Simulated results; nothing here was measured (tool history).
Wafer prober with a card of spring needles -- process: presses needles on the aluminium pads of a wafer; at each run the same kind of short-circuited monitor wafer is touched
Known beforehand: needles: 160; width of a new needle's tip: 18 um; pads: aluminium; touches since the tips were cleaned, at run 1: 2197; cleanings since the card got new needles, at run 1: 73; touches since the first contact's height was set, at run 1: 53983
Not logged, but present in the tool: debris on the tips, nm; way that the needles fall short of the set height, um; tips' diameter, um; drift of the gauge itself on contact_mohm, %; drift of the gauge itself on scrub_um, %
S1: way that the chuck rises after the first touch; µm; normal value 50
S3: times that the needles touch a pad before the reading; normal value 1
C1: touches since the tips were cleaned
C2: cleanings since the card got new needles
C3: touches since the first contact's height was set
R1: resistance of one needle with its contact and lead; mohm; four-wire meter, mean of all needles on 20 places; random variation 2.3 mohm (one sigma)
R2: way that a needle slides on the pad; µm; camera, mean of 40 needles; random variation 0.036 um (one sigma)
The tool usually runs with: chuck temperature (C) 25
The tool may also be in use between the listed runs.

run 1 day=0.000 | S1=50 chuck_temperature_(C)=25 S3=1 | C1=2197 C2=73 C3=53983 | R1=434 R2=12.31
-- day=0.062 tips cleaned on abrasive film
-- day=0.292 tips cleaned on abrasive film
-- day=0.575 tips cleaned on abrasive film
-- day=0.858 tips cleaned on abrasive film
-- day=1.142 tips cleaned on abrasive film
run 2 day=1.225 | S1=50 chuck_temperature_(C)=25 S3=1 | C1=1065 C2=78 C3=69664 | R1=373 R2=12.28
-- day=1.396 tips cleaned on abrasive film
-- day=1.679 tips cleaned on abrasive film
-- day=1.962 tips cleaned on abrasive film
-- day=2.246 tips cleaned on abrasive film
-- day=2.475 tips cleaned on abrasive film
run 3 day=2.683 | S1=50 chuck_temperature_(C)=25 S3=1 | C1=2706 C2=83 C3=88416 | R1=443 R2=12.17
-- day=2.742 tips cleaned on abrasive film
-- day=3.025 tips cleaned on abrasive film
-- day=3.308 tips cleaned on abrasive film
-- day=3.538 tips cleaned on abrasive film
-- day=3.821 tips cleaned on abrasive film
-- day=4.050 tips cleaned on abrasive film
-- day=4.108 tips cleaned on abrasive film, once more
run 4 day=4.262 | S1=50 chuck_temperature_(C)=77 S3=1 | C1=1982 C2=90 C3=108633 | R1=433 R2=12.07
-- day=4.379 tips cleaned on abrasive film
-- day=4.604 tips cleaned on abrasive film
-- day=4.833 tips cleaned on abrasive film
-- day=5.117 tips cleaned on abrasive film
-- day=5.346 tips cleaned on abrasive film
-- day=5.629 tips cleaned on abrasive film
-- day=5.912 tips cleaned on abrasive film
-- day=6.142 tips cleaned on abrasive film
-- day=6.425 tips cleaned on abrasive film
run 5 day=6.575 | S1=50 chuck_temperature_(C)=77 S3=1 | C1=1985 C2=99 C3=138334 | R1=429 R2=11.96
-- day=6.692 tips cleaned on abrasive film
-- day=6.921 tips cleaned on abrasive film
-- day=7.204 tips cleaned on abrasive film
-- day=7.433 tips cleaned on abrasive film
-- day=7.662 tips cleaned on abrasive film
-- day=7.946 tips cleaned on abrasive film
-- day=8.171 tips cleaned on abrasive film
run 6 day=8.329 | S1=50 chuck_temperature_(C)=77 S3=1 | C1=2055 C2=106 C3=160812 | R1=457 R2=11.89
-- day=8.446 tips cleaned on abrasive film
-- day=8.729 tips cleaned on abrasive film
-- day=9.012 tips cleaned on abrasive film
-- day=9.296 tips cleaned on abrasive film
-- day=9.583 tips cleaned on abrasive film
-- day=9.842 tips cleaned on abrasive film
run 7 day=9.842 | S1=50 chuck_temperature_(C)=77 S3=1 | C1=0 C2=112 C3=180183 | R1=306 R2=11.71
-- day=10.125 tips cleaned on abrasive film
-- day=10.408 tips cleaned on abrasive film
-- day=10.638 tips cleaned on abrasive film
-- day=10.921 tips cleaned on abrasive film
-- day=11.146 tips cleaned on abrasive film
-- day=11.217 height of the first contact set anew
-- day=11.446 tips cleaned on abrasive film
run 8 day=11.479 | S1=50 chuck_temperature_(C)=77 S3=1 | C1=451 C2=118 C3=3369 | R1=327 R2=12.53
-- day=11.708 tips cleaned on abrasive film
-- day=11.933 tips cleaned on abrasive film
-- day=12.217 tips cleaned on abrasive film
-- day=12.504 tips cleaned on abrasive film
-- day=12.788 tips cleaned on abrasive film
run 9 day=12.833 | S1=50 chuck_temperature_(C)=25 S3=1 | C1=628 C2=123 C3=20773 | R1=352 R2=12.47
-- day=13.062 tips cleaned on abrasive film
-- day=13.292 tips cleaned on abrasive film
-- day=13.517 tips cleaned on abrasive film
-- day=13.746 tips cleaned on abrasive film
-- day=14.029 tips cleaned on abrasive film
-- day=14.312 tips cleaned on abrasive film
run 10 day=14.458 | S1=50 chuck_temperature_(C)=25 S3=1 | C1=1882 C2=129 C3=41618 | R1=430 R2=12.35
-- day=14.575 tips cleaned on abrasive film
-- day=14.800 tips cleaned on abrasive film
-- day=15.029 tips cleaned on abrasive film
-- day=15.312 tips cleaned on abrasive film
-- day=15.596 tips cleaned on abrasive film
-- day=15.825 tips cleaned on abrasive film
-- day=16.108 tips cleaned on abrasive film
-- day=16.392 tips cleaned on abrasive film
-- day=16.621 tips cleaned on abrasive film
-- day=16.871 tips cleaned on abrasive film
run 11 day=16.871 | S1=50 chuck_temperature_(C)=29 S3=1 | C1=0 C2=139 C3=72568 | R1=269 R2=12.24
-- day=17.158 tips cleaned on abrasive film
-- day=17.383 tips cleaned on abrasive film
-- day=17.667 tips cleaned on abrasive film
-- day=17.950 tips cleaned on abrasive film
-- day=18.238 tips cleaned on abrasive film
-- day=18.521 tips cleaned on abrasive film
run 12 day=18.729 | S1=69 chuck_temperature_(C)=41 S3=2 | C1=2756 C2=145 C3=96475 | R1=329 R2=17.00
-- day=18.792 tips cleaned on abrasive film
-- day=19.075 tips cleaned on abrasive film
-- day=19.304 tips cleaned on abrasive film
-- day=19.588 tips cleaned on abrasive film
-- day=19.871 tips cleaned on abrasive film
-- day=20.100 tips cleaned on abrasive film
-- day=20.383 tips cleaned on abrasive film
-- day=20.608 tips cleaned on abrasive film
-- day=20.850 tips cleaned on abrasive film
-- day=21.350 card fitted with new needles
run 13 day=21.350 | S1=55 chuck_temperature_(C)=34 S3=1 | C1=0 C2=0 C3=0 | R1=256 R2=13.77
-- day=21.633 tips cleaned on abrasive film
-- day=21.862 tips cleaned on abrasive film
-- day=22.146 tips cleaned on abrasive film
-- day=22.375 tips cleaned on abrasive film
-- day=22.658 tips cleaned on abrasive film
-- day=22.942 tips cleaned on abrasive film
-- day=23.171 tips cleaned on abrasive film
-- day=23.454 tips cleaned on abrasive film
run 14 day=23.638 | S1=59 chuck_temperature_(C)=114 S3=1 | C1=2378 C2=8 C3=29364 | R1=369 R2=14.69
-- day=23.696 tips cleaned on abrasive film
-- day=23.979 tips cleaned on abrasive film
-- day=24.262 tips cleaned on abrasive film
-- day=24.546 tips cleaned on abrasive film
-- day=24.833 tips cleaned on abrasive film
-- day=25.117 tips cleaned on abrasive film
run 15 day=25.275 | S1=59 chuck_temperature_(C)=114 S3=1 | C1=2101 C2=14 C3=50429 | R1=377 R2=14.66
-- day=25.392 tips cleaned on abrasive film
-- day=25.675 tips cleaned on abrasive film
-- day=25.904 tips cleaned on abrasive film
-- day=26.133 tips cleaned on abrasive film
-- day=26.417 tips cleaned on abrasive film
run 16 day=26.621 | S1=59 chuck_temperature_(C)=114 S3=1 | C1=2689 C2=19 C3=67705 | R1=388 R2=14.50
-- day=26.683 tips cleaned on abrasive film
-- day=26.967 tips cleaned on abrasive film
-- day=27.250 tips cleaned on abrasive film
-- day=27.533 tips cleaned on abrasive film
-- day=27.762 tips cleaned on abrasive film
-- day=28.046 tips cleaned on abrasive film
-- day=28.329 tips cleaned on abrasive film
-- day=28.612 tips cleaned on abrasive film
run 17 day=28.717 | S1=50 chuck_temperature_(C)=25 S3=3 | C1=1334 C2=27 C3=94567 | R1=294 R2=12.24
-- day=28.888 tips cleaned on abrasive film
-- day=29.117 tips cleaned on abrasive film
-- day=29.400 tips cleaned on abrasive film
-- day=29.629 tips cleaned on abrasive film
-- day=29.854 tips cleaned on abrasive film
-- day=30.138 tips cleaned on abrasive film
-- day=30.421 tips cleaned on abrasive film
-- day=30.650 tips cleaned on abrasive film
-- day=30.933 tips cleaned on abrasive film
run 18 day=31.050 | S1=50 chuck_temperature_(C)=25 S3=3 | C1=1523 C2=36 C3=124536 | R1=306 R2=12.06
-- day=31.167 tips cleaned on abrasive film
-- day=31.396 tips cleaned on abrasive film
-- day=31.679 tips cleaned on abrasive film
-- day=31.962 tips cleaned on abrasive film
-- day=32.246 tips cleaned on abrasive film
-- day=32.475 tips cleaned on abrasive film
-- day=32.758 tips cleaned on abrasive film
-- day=33.042 tips cleaned on abrasive film
run 19 day=33.179 | S1=38 chuck_temperature_(C)=39 S3=2 | C1=1770 C2=44 C3=151833 | R1=433 R2=8.94
-- day=33.296 tips cleaned on abrasive film
-- day=33.521 tips cleaned on abrasive film
-- day=33.804 tips cleaned on abrasive film
-- day=34.088 tips cleaned on abrasive film
-- day=34.375 tips cleaned on abrasive film
run 20 day=34.512 | S1=38 chuck_temperature_(C)=39 S3=2 | C1=1792 C2=49 C3=168942 | R1=414 R2=8.89
-- day=34.625 tips cleaned on abrasive film
-- day=34.912 tips cleaned on abrasive film
-- day=35.138 tips cleaned on abrasive film
-- day=35.421 tips cleaned on abrasive film
-- day=35.704 tips cleaned on abrasive film
-- day=35.933 tips cleaned on abrasive film
-- day=36.217 tips cleaned on abrasive film
-- day=36.500 tips cleaned on abrasive film
-- day=36.729 tips cleaned on abrasive film
-- day=36.800 height of the first contact set anew
run 21 day=36.879 | S1=51 chuck_temperature_(C)=38 S3=1 | C1=1782 C2=58 C3=1054 | R1=381 R2=12.87

Take each entry between the runs: how does the hidden state at the last listed run before it differ from the hidden state at the first listed run after it?
From run 1 to run 2: tips cleaned on abrasive film (day 0.062); tips cleaned on abrasive film (day 0.292); tips cleaned on abrasive film (day 0.575); tips cleaned on abrasive film (day 0.858); tips cleaned on abrasive film (day 1.142)
  debris on the tips, nm: 60.6 -> 37.4; way that the needles fall short of the set height, um: 0.88 -> 1.33; tips' diameter, um: 19.41 -> 19.96
  what was measured, less what the result would be without the hidden state, R1: +173 -> +117 mohm; R2: -0.22 -> -0.33 µm
From run 2 to run 3: tips cleaned on abrasive film (day 1.396); tips cleaned on abrasive film (day 1.679); tips cleaned on abrasive film (day 1.962); tips cleaned on abrasive film (day 2.246); tips cleaned on abrasive film (day 2.475)
  debris on the tips, nm: 37.4 -> 60.8; way that the needles fall short of the set height, um: 1.33 -> 1.61; tips' diameter, um: 19.96 -> 20.05
  what was measured, less what the result would be without the hidden state, R1: +117 -> +189 mohm; R2: -0.33 -> -0.41 µm
From run 3 to run 4: tips cleaned on abrasive film (day 2.742); tips cleaned on abrasive film (day 3.025); tips cleaned on abrasive film (day 3.308); tips cleaned on abrasive film (day 3.538); tips cleaned on abrasive film (day 3.821); tips cleaned on abrasive film (day 4.050); tips cleaned on abrasive film, once more (day 4.108)
  debris on the tips, nm: 60.8 -> 53.8; way that the needles fall short of the set height, um: 1.61 -> 1.99; tips' diameter, um: 20.05 -> 20.19
  what was measured, less what the result would be without the hidden state, R1: +189 -> +160 mohm; R2: -0.41 -> -0.50 µm
From run 4 to run 5: tips cleaned on abrasive film (day 4.379); tips cleaned on abrasive film (day 4.604); tips cleaned on abrasive film (day 4.833); tips cleaned on abrasive film (day 5.117); tips cleaned on abrasive film (day 5.346); tips cleaned on abrasive film (day 5.629); tips cleaned on abrasive film (day 5.912); tips cleaned on abrasive film (day 6.142); tips cleaned on abrasive film (day 6.425)
  debris on the tips, nm: 53.8 -> 49.8; way that the needles fall short of the set height, um: 1.99 -> 2.47; tips' diameter, um: 20.19 -> 20.35
  what was measured, less what the result would be without the hidden state, R1: +160 -> +156 mohm; R2: -0.50 -> -0.62 µm
From run 5 to run 6: tips cleaned on abrasive film (day 6.692); tips cleaned on abrasive film (day 6.921); tips cleaned on abrasive film (day 7.204); tips cleaned on abrasive film (day 7.433); tips cleaned on abrasive film (day 7.662); tips cleaned on abrasive film (day 7.946); tips cleaned on abrasive film (day 8.171)
  debris on the tips, nm: 49.8 -> 55.7; way that the needles fall short of the set height, um: 2.47 -> 2.89; tips' diameter, um: 20.35 -> 20.5
  what was measured, less what the result would be without the hidden state, R1: +156 -> +181 mohm; R2: -0.62 -> -0.73 µm
From run 6 to run 7: tips cleaned on abrasive film (day 8.446); tips cleaned on abrasive film (day 8.729); tips cleaned on abrasive film (day 9.012); tips cleaned on abrasive film (day 9.296); tips cleaned on abrasive film (day 9.583); tips cleaned on abrasive film (day 9.842)
  debris on the tips, nm: 55.7 -> 7.3; way that the needles fall short of the set height, um: 2.89 -> 3.26; tips' diameter, um: 20.5 -> 20.63
  what was measured, less what the result would be without the hidden state, R1: +181 -> +32 mohm; R2: -0.73 -> -0.82 µm
From run 7 to run 8: tips cleaned on abrasive film (day 10.125); tips cleaned on abrasive film (day 10.408); tips cleaned on abrasive film (day 10.638); tips cleaned on abrasive film (day 10.921); tips cleaned on abrasive film (day 11.146); height of the first contact set anew (day 11.217); tips cleaned on abrasive film (day 11.446)
  debris on the tips, nm: 7.3 -> 16.7; way that the needles fall short of the set height, um: 3.26 -> 0.06; tips' diameter, um: 20.63 -> 20.74
  what was measured, less what the result would be without the hidden state, R1: +32 -> +52 mohm; R2: -0.82 -> -0.01 µm
From run 8 to run 9: tips cleaned on abrasive film (day 11.708); tips cleaned on abrasive film (day 11.933); tips cleaned on abrasive film (day 12.217); tips cleaned on abrasive film (day 12.504); tips cleaned on abrasive film (day 12.788)
  debris on the tips, nm: 16.7 -> 28.1; way that the needles fall short of the set height, um: 0.06 -> 0.37; tips' diameter, um: 20.74 -> 20.85
  what was measured, less what the result would be without the hidden state, R1: +52 -> +94 mohm; R2: -0.01 -> -0.10 µm
From run 9 to run 10: tips cleaned on abrasive film (day 13.062); tips cleaned on abrasive film (day 13.292); tips cleaned on abrasive film (day 13.517); tips cleaned on abrasive film (day 13.746); tips cleaned on abrasive film (day 14.029); tips cleaned on abrasive film (day 14.312)
  debris on the tips, nm: 28.1 -> 51.6; way that the needles fall short of the set height, um: 0.37 -> 0.75; tips' diameter, um: 20.85 -> 20.98
  what was measured, less what the result would be without the hidden state, R1: +94 -> +172 mohm; R2: -0.10 -> -0.19 µm
From run 10 to run 11: tips cleaned on abrasive film (day 14.575); tips cleaned on abrasive film (day 14.800); tips cleaned on abrasive film (day 15.029); tips cleaned on abrasive film (day 15.312); tips cleaned on abrasive film (day 15.596); tips cleaned on abrasive film (day 15.825); tips cleaned on abrasive film (day 16.108); tips cleaned on abrasive film (day 16.392); tips cleaned on abrasive film (day 16.621); tips cleaned on abrasive film (day 16.871)
  debris on the tips, nm: 51.6 -> 3.1; way that the needles fall short of the set height, um: 0.75 -> 1.3; tips' diameter, um: 20.98 -> 21.17
  what was measured, less what the result would be without the hidden state, R1: +172 -> +17 mohm; R2: -0.19 -> -0.33 µm
From run 11 to run 12: tips cleaned on abrasive film (day 17.158); tips cleaned on abrasive film (day 17.383); tips cleaned on abrasive film (day 17.667); tips cleaned on abrasive film (day 17.950); tips cleaned on abrasive film (day 18.238); tips cleaned on abrasive film (day 18.521)
  debris on the tips, nm: 3.1 -> 67.8; way that the needles fall short of the set height, um: 1.3 -> 1.6; tips' diameter, um: 21.17 -> 21.28
  what was measured, less what the result would be without the hidden state, R1: +17 -> +77 mohm; R2: -0.33 -> -0.40 µm
From run 12 to run 13: tips cleaned on abrasive film (day 18.792); tips cleaned on abrasive film (day 19.075); tips cleaned on abrasive film (day 19.304); tips cleaned on abrasive film (day 19.588); tips cleaned on abrasive film (day 19.871); tips cleaned on abrasive film (day 20.100); tips cleaned on abrasive film (day 20.383); tips cleaned on abrasive film (day 20.608); tips cleaned on abrasive film (day 20.850); card fitted with new needles (day 21.350)
  debris on the tips, nm: 67.8 -> 0; way that the needles fall short of the set height, um: 1.6 -> 0; tips' diameter, um: 21.28 -> 18
  what was measured, less what the result would be without the hidden state, R1: +77 -> +0 mohm; R2: -0.40 -> +0.00 µm
From run 13 to run 14: tips cleaned on abrasive film (day 21.633); tips cleaned on abrasive film (day 21.862); tips cleaned on abrasive film (day 22.146); tips cleaned on abrasive film (day 22.375); tips cleaned on abrasive film (day 22.658); tips cleaned on abrasive film (day 22.942); tips cleaned on abrasive film (day 23.171); tips cleaned on abrasive film (day 23.454)
  debris on the tips, nm: 0 -> 56.4; way that the needles fall short of the set height, um: 0 -> 0.47; tips' diameter, um: 18 -> 18.16
  what was measured, less what the result would be without the hidden state, R1: +0 -> +90 mohm; R2: +0.00 -> -0.12 µm
From run 14 to run 15: tips cleaned on abrasive film (day 23.696); tips cleaned on abrasive film (day 23.979); tips cleaned on abrasive film (day 24.262); tips cleaned on abrasive film (day 24.546); tips cleaned on abrasive film (day 24.833); tips cleaned on abrasive film (day 25.117)
  debris on the tips, nm: 56.4 -> 59.3; way that the needles fall short of the set height, um: 0.47 -> 0.79; tips' diameter, um: 18.16 -> 18.28
  what was measured, less what the result would be without the hidden state, R1: +90 -> +96 mohm; R2: -0.12 -> -0.20 µm
From run 15 to run 16: tips cleaned on abrasive film (day 25.392); tips cleaned on abrasive film (day 25.675); tips cleaned on abrasive film (day 25.904); tips cleaned on abrasive film (day 26.133); tips cleaned on abrasive film (day 26.417)
  debris on the tips, nm: 59.3 -> 66.6; way that the needles fall short of the set height, um: 0.79 -> 1.07; tips' diameter, um: 18.28 -> 18.38
  what was measured, less what the result would be without the hidden state, R1: +96 -> +110 mohm; R2: -0.20 -> -0.27 µm
From run 16 to run 17: tips cleaned on abrasive film (day 26.683); tips cleaned on abrasive film (day 26.967); tips cleaned on abrasive film (day 27.250); tips cleaned on abrasive film (day 27.533); tips cleaned on abrasive film (day 27.762); tips cleaned on abrasive film (day 28.046); tips cleaned on abrasive film (day 28.329); tips cleaned on abrasive film (day 28.612)
  debris on the tips, nm: 66.6 -> 38.6; way that the needles fall short of the set height, um: 1.07 -> 1.51; tips' diameter, um: 18.38 -> 18.53
  what was measured, less what the result would be without the hidden state, R1: +110 -> +39 mohm; R2: -0.27 -> -0.38 µm
From run 17 to run 18: tips cleaned on abrasive film (day 28.888); tips cleaned on abrasive film (day 29.117); tips cleaned on abrasive film (day 29.400); tips cleaned on abrasive film (day 29.629); tips cleaned on abrasive film (day 29.854); tips cleaned on abrasive film (day 30.138); tips cleaned on abrasive film (day 30.421); tips cleaned on abrasive film (day 30.650); tips cleaned on abrasive film (day 30.933)
  debris on the tips, nm: 38.6 -> 46.4; way that the needles fall short of the set height, um: 1.51 -> 2.03; tips' diameter, um: 18.53 -> 18.71
  what was measured, less what the result would be without the hidden state, R1: +39 -> +49 mohm; R2: -0.38 -> -0.51 µm
From run 18 to run 19: tips cleaned on abrasive film (day 31.167); tips cleaned on abrasive film (day 31.396); tips cleaned on abrasive film (day 31.679); tips cleaned on abrasive film (day 31.962); tips cleaned on abrasive film (day 32.246); tips cleaned on abrasive film (day 32.475); tips cleaned on abrasive film (day 32.758); tips cleaned on abrasive film (day 33.042)
  debris on the tips, nm: 46.4 -> 54.4; way that the needles fall short of the set height, um: 2.03 -> 2.43; tips' diameter, um: 18.71 -> 18.85
  what was measured, less what the result would be without the hidden state, R1: +49 -> +162 mohm; R2: -0.51 -> -0.61 µm
From run 19 to run 20: tips cleaned on abrasive film (day 33.296); tips cleaned on abrasive film (day 33.521); tips cleaned on abrasive film (day 33.804); tips cleaned on abrasive film (day 34.088); tips cleaned on abrasive film (day 34.375)
  debris on the tips, nm: 54.4 -> 47.5; way that the needles fall short of the set height, um: 2.43 -> 2.71; tips' diameter, um: 18.85 -> 18.95
  what was measured, less what the result would be without the hidden state, R1: +162 -> +144 mohm; R2: -0.61 -> -0.68 µm
From run 20 to run 21: tips cleaned on abrasive film (day 34.625); tips cleaned on abrasive film (day 34.912); tips cleaned on abrasive film (day 35.138); tips cleaned on abrasive film (day 35.421); tips cleaned on abrasive film (day 35.704); tips cleaned on abrasive film (day 35.933); tips cleaned on abrasive film (day 36.217); tips cleaned on abrasive film (day 36.500); tips cleaned on abrasive film (day 36.729); height of the first contact set anew (day 36.800)
  debris on the tips, nm: 47.5 -> 49.4; way that the needles fall short of the set height, um: 2.71 -> 0; tips' diameter, um: 18.95 -> 19.13
  what was measured, less what the result would be without the hidden state, R1: +144 -> +125 mohm; R2: -0.68 -> +0.00 µm
